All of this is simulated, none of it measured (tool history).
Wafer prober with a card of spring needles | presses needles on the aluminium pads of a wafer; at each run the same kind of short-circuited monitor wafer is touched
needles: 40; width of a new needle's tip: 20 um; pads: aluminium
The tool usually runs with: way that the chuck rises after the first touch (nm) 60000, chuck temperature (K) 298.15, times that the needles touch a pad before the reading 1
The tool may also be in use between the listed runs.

run	hour	way that the chuck rises after the first touch (nm)	chuck temperature (K)	times that the needles touch a pad before the reading	resistance of one needle with its contact and lead (mohm)	way that a needle slides on the pad (nm)
1	0	60000	298.15	1	215	11540
# hour 12.4: tips cleaned on abrasive film
# hour 23.8: tips cleaned on abrasive film
2	33.6	60000	298.15	1	287	11400
# hour 36.2: tips cleaned on abrasive film
# hour 49.3: tips cleaned on abrasive film
3	52.5	60000	344.15	1	267	11350
# hour 61.7: tips cleaned on abrasive film
# hour 74.3: tips cleaned on abrasive film
4	80.4	71000	344.15	1	257	13400
# hour 85.6: tips cleaned on abrasive film
# hour 97.3: tips cleaned on abrasive film
5	99.7	54000	298.15	1	271	10150
# hour 109.5: tips cleaned on abrasive film
# hour 122.1: tips cleaned on abrasive film
6	128.1	60000	307.15	1	274	11180
# hour 133.1: tips cleaned on abrasive film
# hour 144.7: tips cleaned on abrasive film
7	148.6	60000	307.15	1	269	11180
# hour 156.4: tips cleaned on abrasive film
# hour 160.5: tips cleaned on abrasive film, once more
8	170	60000	307.15	1	293	11040
# hour 172.8: tips cleaned on abrasive film
# hour 184.1: tips cleaned on abrasive film
# hour 195.2: tips cleaned on abrasive film
9	200.4	60000	307.15	1	280	10980
# hour 207.2: tips cleaned on abrasive film
# hour 220.2: tips cleaned on abrasive film
10	220.6	60000	298.15	1	212	11030
# hour 231.5: tips cleaned on abrasive film
# hour 243.4: tips cleaned on abrasive film
11	247.8	60000	298.15	1	277	11010
# hour 255.6: tips cleaned on abrasive film
# hour 267.2: tips cleaned on abrasive film
# hour 280.7: tips cleaned on abrasive film
12	281.8	60000	298.15	1	226	10920
# hour 292: tips cleaned on abrasive film
# hour 305.4: tips cleaned on abrasive film
# hour 317.5: tips cleaned on abrasive film
13	318.2	60000	298.15	1	223	10900
# hour 330.5: tips cleaned on abrasive film
14	339.9	60000	298.15	1	299	10940
# hour 342.4: tips cleaned on abrasive film
# hour 356.1: tips cleaned on abrasive film
# hour 368.5: tips cleaned on abrasive film
15	372.1	60000	336.15	2	250	10720
# hour 380: tips cleaned on abrasive film
# hour 392.6: tips cleaned on abrasive film
16	403.4	65000	383.15	2	270	11760
# hour 406.2: tips cleaned on abrasive film
# hour 418.1: tips cleaned on abrasive film
17	427.7	65000	383.15	2	264	11560
# hour 430.5: tips cleaned on abrasive film
# hour 443.5: tips cleaned on abrasive film
# hour 455.9: tips cleaned on abrasive film
18	455.9	65000	383.15	2	222	11550
# hour 467.8: tips cleaned on abrasive film
# hour 480.1: tips cleaned on abrasive film
# hour 487.3: height of the first contact set anew
19	488.8	79000	362.15	1	255	15160
# hour 491.6: tips cleaned on abrasive film
# hour 504.7: tips cleaned on abrasive film
# hour 516.4: tips cleaned on abrasive film
20	516.4	54000	370.15	1	223	10180
# hour 527.9: tips cleaned on abrasive film
# hour 540.1: tips cleaned on abrasive film
21	547.6	65000	347.15	1	280	12380
# hour 551.5: tips cleaned on abrasive film
# hour 562.7: tips cleaned on abrasive film
22	570.3	65000	347.15	2	257	12250
# hour 574.8: tips cleaned on abrasive film
# hour 586.1: tips cleaned on abrasive film
23	592.6	67000	318.15	1	274	12600
# hour 598.1: tips cleaned on abrasive film
# hour 609.6: tips cleaned on abrasive film
# hour 621.7: tips cleaned on abrasive film
24	624.8	53000	309.15	1	282	9940
# hour 633.6: tips cleaned on abrasive film
25	642.9	45000	305.15	1	392	8420

Here are 3 independent what-if runs from the current tool condition. What would each one return?
# hour 645.7: tips cleaned on abrasive film
# hour 657: tips cleaned on abrasive film
# hour 668.4: tips cleaned on abrasive film
A	671.2	45000	317.15	1	?	?
# hour 645.7: tips cleaned on abrasive film
# hour 657: tips cleaned on abrasive film
# hour 668.4: tips cleaned on abrasive film
B	671.2	79000	299.15	2	?	?
# hour 645.7: tips cleaned on abrasive film
# hour 657: tips cleaned on abrasive film
# hour 668.4: tips cleaned on abrasive film
C	671.2	72000	312.15	2	?	?

run	resistance of one needle with its contact and lead (mohm)	way that a needle slides on the pad (nm)
A	332	8180
B	216	14840
C	226	13550
Had the tool no hidden state, the same runs would have come out as:
run	resistance of one needle with its contact and lead (mohm)	way that a needle slides on the pad (nm)
A	206	8520
B	188	15170
C	193	13890
